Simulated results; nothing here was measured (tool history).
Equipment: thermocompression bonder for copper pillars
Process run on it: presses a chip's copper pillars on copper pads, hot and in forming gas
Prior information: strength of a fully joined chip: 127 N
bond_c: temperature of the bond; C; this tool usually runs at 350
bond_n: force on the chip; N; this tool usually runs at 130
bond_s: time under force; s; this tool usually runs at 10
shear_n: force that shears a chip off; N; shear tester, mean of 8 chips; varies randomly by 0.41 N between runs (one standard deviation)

run 1 hour=0.0 | bond_c=350 bond_n=130 bond_s=10 | shear_n=65.6
run 2 hour=20.0 | bond_c=353 bond_n=130 bond_s=10 | shear_n=65.5
run 3 hour=44.8 | bond_c=350 bond_n=130 bond_s=10 | shear_n=64.2
run 4 hour=59.6 | bond_c=350 bond_n=130 bond_s=10 | shear_n=65.1
run 5 hour=75.9 | bond_c=350 bond_n=130 bond_s=10 | shear_n=64.4
run 6 hour=96.5 | bond_c=350 bond_n=130 bond_s=10 | shear_n=64.6
run 7 hour=112.5 | bond_c=350 bond_n=98 bond_s=10 | shear_n=49.2
run 8 hour=126.0 | bond_c=377 bond_n=130 bond_s=10 | shear_n=74.1
run 9 hour=148.2 | bond_c=357 bond_n=130 bond_s=10 | shear_n=66.8
run 10 hour=163.4 | bond_c=341 bond_n=148 bond_s=6 | shear_n=57.2
run 11 hour=176.1 | bond_c=365 bond_n=97 bond_s=19 | shear_n=66.4
run 12 hour=199.1 | bond_c=365 bond_n=97 bond_s=19 | shear_n=66.2
-- hour=206.4 forming gas filter changed
run 13 hour=215.1 | bond_c=365 bond_n=97 bond_s=19 | shear_n=69.9

What will run 14 give?
run 14 hour=238.2 | bond_c=350 bond_n=130 bond_s=7 | shear_n=?

{"run 14": {"shear_n": 58.9}}
Without the tool's hidden state the same run would have given shear_n 56.6 N.
